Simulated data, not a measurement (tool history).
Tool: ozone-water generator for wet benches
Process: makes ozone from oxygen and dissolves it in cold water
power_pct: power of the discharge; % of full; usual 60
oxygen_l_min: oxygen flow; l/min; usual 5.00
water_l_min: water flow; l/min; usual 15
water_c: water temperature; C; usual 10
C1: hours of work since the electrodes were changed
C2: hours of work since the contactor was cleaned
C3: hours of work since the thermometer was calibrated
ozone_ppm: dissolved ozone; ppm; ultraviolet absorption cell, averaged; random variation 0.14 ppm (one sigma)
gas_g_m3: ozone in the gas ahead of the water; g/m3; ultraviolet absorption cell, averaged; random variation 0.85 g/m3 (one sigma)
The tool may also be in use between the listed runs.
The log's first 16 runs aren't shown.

{"run": 17, "day": 73.862, "power_pct": 60, "oxygen_l_min": 5.0, "water_l_min": 15, "water_c": 10, "C1": 5631, "C2": 2644, "C3": 2531, "ozone_ppm": 17.2, "gas_g_m3": 138.0}
{"run": 18, "day": 78.367, "power_pct": 75, "oxygen_l_min": 8.29, "water_l_min": 15, "water_c": 6, "C1": 5722, "C2": 2735, "C3": 2622, "ozone_ppm": 24.0, "gas_g_m3": 140.4}
{"run": 19, "day": 82.958, "power_pct": 75, "oxygen_l_min": 8.29, "water_l_min": 15, "water_c": 6, "C1": 5814, "C2": 2827, "C3": 2714, "ozone_ppm": 23.9, "gas_g_m3": 139.8}
{"run": 20, "day": 87.229, "power_pct": 75, "oxygen_l_min": 8.29, "water_l_min": 9, "water_c": 12, "C1": 5900, "C2": 2913, "C3": 2800, "ozone_ppm": 30.2, "gas_g_m3": 140.5}
{"run": 21, "day": 91.367, "power_pct": 75, "oxygen_l_min": 8.29, "water_l_min": 9, "water_c": 12, "C1": 5983, "C2": 2996, "C3": 2883, "ozone_ppm": 30.7, "gas_g_m3": 140.4}
{"day": 95.054, "done": "contactor cleaned"}
{"run": 22, "day": 96.729, "power_pct": 72, "oxygen_l_min": 5.0, "water_l_min": 14, "water_c": 10, "C1": 6088, "C2": 34, "C3": 2987, "ozone_ppm": 21.1, "gas_g_m3": 156.4}
{"run": 23, "day": 101.204, "power_pct": 60, "oxygen_l_min": 7.88, "water_l_min": 15, "water_c": 10, "C1": 6178, "C2": 124, "C3": 3077, "ozone_ppm": 18.5, "gas_g_m3": 119.9}
{"day": 104.875, "done": "electrodes of the discharge changed"}
{"run": 24, "day": 104.938, "power_pct": 60, "oxygen_l_min": 4.79, "water_l_min": 15, "water_c": 15, "C1": 1, "C2": 194, "C3": 3147, "ozone_ppm": 16.0, "gas_g_m3": 139.4}
{"run": 25, "day": 108.692, "power_pct": 60, "oxygen_l_min": 4.79, "water_l_min": 15, "water_c": 15, "C1": 77, "C2": 269, "C3": 3223, "ozone_ppm": 16.0, "gas_g_m3": 140.2}
{"run": 26, "day": 112.854, "power_pct": 60, "oxygen_l_min": 4.79, "water_l_min": 23, "water_c": 15, "C1": 160, "C2": 353, "C3": 3307, "ozone_ppm": 10.1, "gas_g_m3": 139.2}
{"run": 27, "day": 118.092, "power_pct": 75, "oxygen_l_min": 4.79, "water_l_min": 23, "water_c": 11, "C1": 266, "C2": 458, "C3": 3412, "ozone_ppm": 12.7, "gas_g_m3": 166.5}
{"run": 28, "day": 121.304, "power_pct": 75, "oxygen_l_min": 4.79, "water_l_min": 23, "water_c": 11, "C1": 330, "C2": 523, "C3": 3476, "ozone_ppm": 12.8, "gas_g_m3": 167.4}
{"run": 29, "day": 127.225, "power_pct": 60, "oxygen_l_min": 7.56, "water_l_min": 15, "water_c": 6, "C1": 449, "C2": 642, "C3": 3595, "ozone_ppm": 19.8, "gas_g_m3": 122.3}
{"run": 30, "day": 132.212, "power_pct": 60, "oxygen_l_min": 7.56, "water_l_min": 15, "water_c": 6, "C1": 549, "C2": 742, "C3": 3696, "ozone_ppm": 20.0, "gas_g_m3": 122.0}
{"run": 31, "day": 134.975, "power_pct": 60, "oxygen_l_min": 7.56, "water_l_min": 15, "water_c": 6, "C1": 605, "C2": 797, "C3": 3751, "ozone_ppm": 19.8, "gas_g_m3": 122.8}
{"run": 32, "day": 138.483, "power_pct": 45, "oxygen_l_min": 5.0, "water_l_min": 9, "water_c": 10, "C1": 675, "C2": 868, "C3": 3822, "ozone_ppm": 21.0, "gas_g_m3": 111.3}
{"run": 33, "day": 143.979, "power_pct": 47, "oxygen_l_min": 6.86, "water_l_min": 9, "water_c": 13, "C1": 786, "C2": 978, "C3": 3932, "ozone_ppm": 20.9, "gas_g_m3": 103.1}

3 ways to go on from here, each from the tool as it stands after run 33. What would each give?
{"run": "A", "day": 148.046, "power_pct": 60, "oxygen_l_min": 6.08, "water_l_min": 15, "water_c": 7, "C1": 868, "C2": 1060, "C3": 4014, "ozone_ppm": "?", "gas_g_m3": "?"}
{"run": "B", "day": 148.046, "power_pct": 60, "oxygen_l_min": 5.88, "water_l_min": 11, "water_c": 10, "C1": 868, "C2": 1060, "C3": 4014, "ozone_ppm": "?", "gas_g_m3": "?"}
{"run": "C", "day": 148.046, "power_pct": 47, "oxygen_l_min": 2.6, "water_l_min": 11, "water_c": 6, "C1": 868, "C2": 1060, "C3": 4014, "ozone_ppm": "?", "gas_g_m3": "?"}

run=A ozone_ppm=18.9 gas_g_m3=131.3
run=B ozone_ppm=23.1 gas_g_m3=131.9
run=C ozone_ppm=16.5 gas_g_m3=138.7
Without the tool's hidden state the same runs would have given:
run=A ozone_ppm=18.9 gas_g_m3=131.3
run=B ozone_ppm=23.1 gas_g_m3=132.0
run=C ozone_ppm=16.5 gas_g_m3=138.7

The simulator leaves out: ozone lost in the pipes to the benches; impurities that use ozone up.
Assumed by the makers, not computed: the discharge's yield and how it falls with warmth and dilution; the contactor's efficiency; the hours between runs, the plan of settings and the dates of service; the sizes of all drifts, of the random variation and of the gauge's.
